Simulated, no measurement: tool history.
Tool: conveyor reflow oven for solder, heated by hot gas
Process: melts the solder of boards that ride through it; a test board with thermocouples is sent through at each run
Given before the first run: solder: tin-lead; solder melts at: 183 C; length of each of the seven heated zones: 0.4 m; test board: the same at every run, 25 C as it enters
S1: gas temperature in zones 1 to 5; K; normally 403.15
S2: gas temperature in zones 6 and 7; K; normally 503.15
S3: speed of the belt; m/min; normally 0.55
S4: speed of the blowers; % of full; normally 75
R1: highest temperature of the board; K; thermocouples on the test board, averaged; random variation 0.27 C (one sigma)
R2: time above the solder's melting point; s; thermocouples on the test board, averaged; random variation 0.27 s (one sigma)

run   hour      S1      S2    S3  S4      R1    R2
  1    0.0  403.15  503.15  0.55  75  483.35  55.1
  2   15.4  403.15  503.15  0.55  75  483.35  55.1
  3   27.2  403.15  503.15  0.55  75  483.55  54.2
  4   48.6  403.15  503.15  0.55  75  482.95  54.5
      58.7  -- flux residue cleaned out of gas plates and filters
  5   64.3  403.15  503.15  0.55  75  485.55  58.3
  6   79.4  403.15  503.15  0.55  75  485.75  58.5
  7   95.1  403.15  503.15  0.55  68  482.95  55.2
  8  117.0  395.15  503.15  0.55  68  481.65  50.1
  9  130.0  395.15  503.15  0.55  68  482.15  50.7
 10  150.0  403.15  503.15  0.55  75  485.35  58.0
 11  166.0  403.15  503.15  0.55  75  485.45  57.8
 12  175.9  403.15  503.15  0.55  52  476.35  44.3
 13  192.2  403.15  503.15  0.55  52  476.45  44.4
 14  211.8  393.15  503.15  0.55  52  473.75  37.8
 15  230.9  415.15  503.15  0.55  52  479.15  52.9

Estimate the outcome of run 16 from the log above:
 16  251.5  415.15  503.15  0.55  52   ?   ?

Run 16 yielded R1 478.95 K, R2 52.9 s.
Take away the tool's hidden state, keep the run-to-run variation as it was, and the same run would have given R1 480.15 K, R2 54.2 s.

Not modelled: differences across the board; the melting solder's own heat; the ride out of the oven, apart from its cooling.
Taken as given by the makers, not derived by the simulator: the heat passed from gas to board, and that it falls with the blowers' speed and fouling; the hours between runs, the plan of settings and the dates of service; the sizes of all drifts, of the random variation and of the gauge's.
